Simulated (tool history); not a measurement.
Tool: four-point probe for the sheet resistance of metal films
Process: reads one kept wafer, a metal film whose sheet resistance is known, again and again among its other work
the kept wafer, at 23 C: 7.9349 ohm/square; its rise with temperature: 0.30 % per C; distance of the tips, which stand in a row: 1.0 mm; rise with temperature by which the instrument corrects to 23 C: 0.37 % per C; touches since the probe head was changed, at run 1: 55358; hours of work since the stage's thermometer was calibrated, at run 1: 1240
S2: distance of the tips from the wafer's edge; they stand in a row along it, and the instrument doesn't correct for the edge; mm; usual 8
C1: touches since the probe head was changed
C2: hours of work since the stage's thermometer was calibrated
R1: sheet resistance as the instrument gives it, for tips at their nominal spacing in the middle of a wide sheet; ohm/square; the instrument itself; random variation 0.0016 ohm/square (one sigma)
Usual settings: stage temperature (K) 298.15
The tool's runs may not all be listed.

Run 1, hour 0.0: usual settings; C1 55358; C2 1240. Result: R1 8.016693 ohm/square.
Run 2, hour 22.2: usual settings; C1 56058; C2 1250. Result: R1 8.013848 ohm/square.
Run 3, hour 64.8: usual settings but S2 25 mm; C1 57404; C2 1268. Result: R1 7.953894 ohm/square.
Run 4, hour 98.1: usual settings; C1 58454; C2 1282. Result: R1 8.018033 ohm/square.
Run 5, hour 117.7: usual settings; C1 59075; C2 1291. Result: R1 8.014059 ohm/square.
Run 6, hour 137.3: usual settings but stage temperature (K) 292.15; C1 59694; C2 1299. Result: R1 8.048824 ohm/square.
Run 7, hour 167.6: usual settings but stage temperature (K) 292.15; C1 60649; C2 1312. Result: R1 8.051819 ohm/square.
Run 8, hour 197.1: usual settings but stage temperature (K) 292.15; C1 61582; C2 1325. Result: R1 8.051432 ohm/square.
Run 9, hour 235.2: usual settings but stage temperature (K) 292.15; C1 62785; C2 1341. Result: R1 8.052303 ohm/square.
Run 10, hour 276.4: usual settings but stage temperature (K) 292.15; C1 64084; C2 1359. Result: R1 8.050248 ohm/square.
Run 11, hour 297.0: usual settings but stage temperature (K) 292.15; C1 64736; C2 1368. Result: R1 8.047818 ohm/square.
Run 12, hour 329.8: usual settings but S2 6 mm; C1 65769; C2 1382. Result: R1 8.061176 ohm/square.
Run 13, hour 374.3: usual settings but S2 6 mm; C1 67175; C2 1401. Result: R1 8.061105 ohm/square.
Run 14, hour 395.8: usual settings but S2 6 mm; C1 67856; C2 1411. Result: R1 8.060547 ohm/square.
Run 15, hour 418.5: usual settings but stage temperature (K) 294.15, S2 6 mm; C1 68572; C2 1420. Result: R1 8.085823 ohm/square.

Run 16 comes next. What will it give?
Run 16, hour 440.0: usual settings but stage temperature (K) 294.15, S2 6 mm; C1 69250; C2 1430. Result: R1 ?.

Run 16 gave R1 8.086928 ohm/square.
Without the tool's hidden state the same run would have given R1 8.066074 ohm/square.
